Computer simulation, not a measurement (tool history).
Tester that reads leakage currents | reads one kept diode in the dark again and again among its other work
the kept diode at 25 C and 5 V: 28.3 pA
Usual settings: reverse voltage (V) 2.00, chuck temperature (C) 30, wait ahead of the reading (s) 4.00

run	day	reverse voltage (V)	chuck temperature (C)	wait ahead of the reading (s)	current that the tester gives (pA)
1	0.000	2.00	30	4.00	25.56
2	3.292	2.00	30	4.00	25.65
3	7.312	2.00	21	4.00	11.57
4	9.558	3.40	30	4.00	33.74
5	12.075	3.40	30	4.00	33.81
6	15.925	3.40	30	4.00	34.13
7	19.004	3.40	30	4.00	34.11
8	23.500	3.40	30	4.00	34.01
# day 24.404: chuck's temperature calibrated
9	27.367	2.00	30	0.53	29.81
10	29.450	2.00	30	0.53	29.65
11	33.108	2.00	30	4.00	29.09
12	37.425	2.00	30	4.00	28.84
13	41.246	2.00	30	4.00	28.72
14	45.817	2.00	30	0.42	29.76
15	48.388	2.00	30	4.00	28.62
16	50.604	2.00	30	4.00	28.68
17	52.992	2.00	30	4.00	28.71
18	56.621	2.00	30	4.00	28.89
19	59.779	2.00	30	0.77	29.01
20	63.829	2.00	30	0.77	29.08
21	66.292	12.98	41	1.19	194.76
22	69.183	10.37	34	0.33	106.78
23	71.512	10.37	34	0.33	106.45
24	75.321	10.37	34	0.33	106.45
25	79.650	2.00	30	3.26	28.25
26	82.971	1.06	26	4.73	14.24
27	86.462	18.34	26	4.73	85.74
28	88.400	2.00	47	7.94	107.76
29	92.633	14.45	32	4.00	108.24
30	96.538	8.42	30	1.97	68.01
31	100.712	8.42	51	2.55	314.35
32	102.704	8.42	51	2.55	312.61
33	106.433	1.81	25	4.00	18.08
34	110.925	15.51	30	3.08	102.17
35	114.262	2.48	30	5.46	31.86
# day 115.158: chuck's temperature calibrated
36	117.879	2.00	51	0.49	160.08
37	122.088	2.52	21	7.92	18.76
38	126.054	2.52	21	7.92	18.92
39	129.979	2.00	32	0.50	37.27

Measured less the same run without the tool's hidden state. The same run-to-run variation is in both; the gauge's scatter may not be:
The hidden state here: stray current of the dirty probe card, pA a volt; current scale over the true one, %; true chuck temperature over the reading, C; drift of the gauge itself on leakage_pa, %.
run	current that the tester gives (pA)
1	-2.20
2	-2.24
3	-0.64
4	-2.69
5	-2.69
6	-2.70
7	-2.69
8	-2.70
9	+1.30
10	+1.27
11	+1.24
12	+1.18
13	+1.13
14	+1.08
15	+1.04
16	+1.02
17	+0.99
18	+0.94
19	+0.92
20	+0.89
21	+5.69
22	+7.80
23	+7.78
24	+7.82
25	+0.65
26	+0.38
27	+23.66
28	-7.01
29	+15.16
30	+8.48
31	-19.27
32	-19.78
33	+1.33
34	+20.45
35	+0.85
36	+1.54
37	+5.10
38	+5.20
39	+3.40

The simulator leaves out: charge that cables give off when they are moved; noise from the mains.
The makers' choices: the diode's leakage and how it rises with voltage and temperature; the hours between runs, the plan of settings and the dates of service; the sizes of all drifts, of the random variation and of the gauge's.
